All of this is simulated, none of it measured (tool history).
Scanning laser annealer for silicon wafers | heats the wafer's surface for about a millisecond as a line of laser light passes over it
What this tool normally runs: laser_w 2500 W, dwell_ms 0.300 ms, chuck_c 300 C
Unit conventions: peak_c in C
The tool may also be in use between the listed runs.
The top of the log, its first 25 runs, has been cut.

run   hour  laser_w  dwell_ms  chuck_c  peak_c
 26  413.0     2500     0.345      300    1176
 27  430.8     2619     0.242      278    1048
 28  447.7     2721     0.350      313    1279
 29  463.3     2500     0.251      300    1047
 30  474.4     2500     0.300      331    1149
 31  494.7     2500     0.300      331    1150
 32  504.4     2500     0.350      335    1211
 33  521.6     2500     0.350      314    1191
     536.8  -- window over the wafer cleaned
 34  544.1     2231     0.296      294    1043
 35  558.8     2231     0.296      294    1043
 36  570.3     2231     0.300      322    1072
 37  580.1     2332     0.339      300    1135
 38  595.7     2163     0.331      328    1086
 39  609.1     2368     0.300      326    1122
 40  629.4     2209     0.227      296     941

Forecast each of these 4 alternatives for the next run:
  A  650.4     2637     0.227      296       ?
  B  650.4     2268     0.227      308       ?
  C  650.4     2197     0.300      278       ?
  D  650.4     2724     0.366      310       ?

run  peak_c
  A    1069
  B     974
  C    1010
  D    1318
Take away the tool's hidden state, keep each run's random variation, and the runs would have read:
run  peak_c
  A    1079
  B     983
  C    1020
  D    1332
